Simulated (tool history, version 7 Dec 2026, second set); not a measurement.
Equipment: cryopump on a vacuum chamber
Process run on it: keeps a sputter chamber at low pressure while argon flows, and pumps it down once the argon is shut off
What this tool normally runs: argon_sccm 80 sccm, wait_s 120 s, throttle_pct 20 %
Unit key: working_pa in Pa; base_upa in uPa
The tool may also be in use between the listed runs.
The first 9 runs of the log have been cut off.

run    hour  argon_sccm  wait_s  throttle_pct  hours of work since the pump was warmed up and emptied  hours of work since the cold head was overhauled  hours of work since the chamber's fittings were tightened  working_pa  base_upa
 10   376.5          80      29            20                                                     200                                               200                                                       2781      0.3007      0.97
 11   408.2          80      29            20                                                     215                                               215                                                       2795      0.3005      0.95
 12   449.2          80     120            20                                                     233                                               233                                                       2814      0.3007      0.58
 13   485.6         119     120            20                                                     250                                               250                                                       2830      0.4553      0.56
 14   538.5          80     120            20                                                     274                                               274                                                       2854      0.3067      0.58
 15   566.0          80     145            20                                                     286                                               286                                                       2867      0.3095      0.54
      611.6  -- pump warmed up, emptied and cooled again
 16   627.2          80     145            20                                                       7                                               312                                                       2892      0.2840      0.48
 17   655.6          80     120            20                                                      20                                               325                                                       2905      0.2872      0.47
 18   698.9          49     120            26                                                      40                                               344                                                       2925      0.1359      0.48
 19   737.9          76      75            26                                                      57                                               362                                                       2942      0.2104      0.51
 20   769.9          79      75            58                                                      72                                               376                                                       2957      0.1014      0.54
 21   820.4          49      82            58                                                      95                                               399                                                       2980      0.0639      0.54
 22   852.7          80     192            39                                                     109                                               414                                                       2995      0.1545      0.43
 23   888.5          80     260            39                                                     126                                               430                                                       3011      0.1544      0.45
 24   913.9          80     260            39                                                     137                                               442                                                       3022      0.1565      0.43
 25   969.7          88     125            44                                                     162                                               467                                                       3048      0.1553      0.51
 26  1017.6          88      24            43                                                     184                                               489                                                       3069      0.1628      1.06
 27  1071.0          44     241            41                                                     208                                               513                                                       3094      0.0856      0.53
 28  1098.8          58      29            32                                                     221                                               526                                                       3106      0.1431      0.98
 29  1128.2          58      29            32                                                     234                                               539                                                       3120      0.1444      0.99
 30  1165.8         137      56            19                                                     251                                               556                                                       3137      0.5527      0.78
 31  1204.0         137      56            19                                                     269                                               573                                                       3154      0.5526      0.81
 32  1249.9          85     269            40                                                     290                                               594                                                       3175      0.1801      0.58
 33  1276.6          85     269            40                                                     302                                               606                                                       3187      0.1821      0.55
     1286.8  -- pump warmed up, emptied and cooled again
 34  1306.1          85     269            40                                                       9                                               617                                                       3198      0.1544      0.42

Alternative continuations, all from the tool just after run 34; predict every row:
  A  1355.4          42      55            45                                                      31                                               640                                                       3220           ?         ?
  B  1355.4          80      39            26                                                      31                                               640                                                       3220           ?         ?
  C  1355.4          38     139            28                                                      31                                               640                                                       3220           ?         ?
  D  1355.4          85     101            40                                                      31                                               640                                                       3220           ?         ?

run  working_pa  base_upa
  A      0.0675      0.64
  B      0.2214      0.70
  C      0.0988      0.47
  D      0.1539      0.51
Take away the tool's hidden state, keep each run's random variation, and the runs would have read:
run  working_pa  base_upa
  A      0.0661      0.42
  B      0.2188      0.48
  C      0.0975      0.25
  D      0.1511      0.28
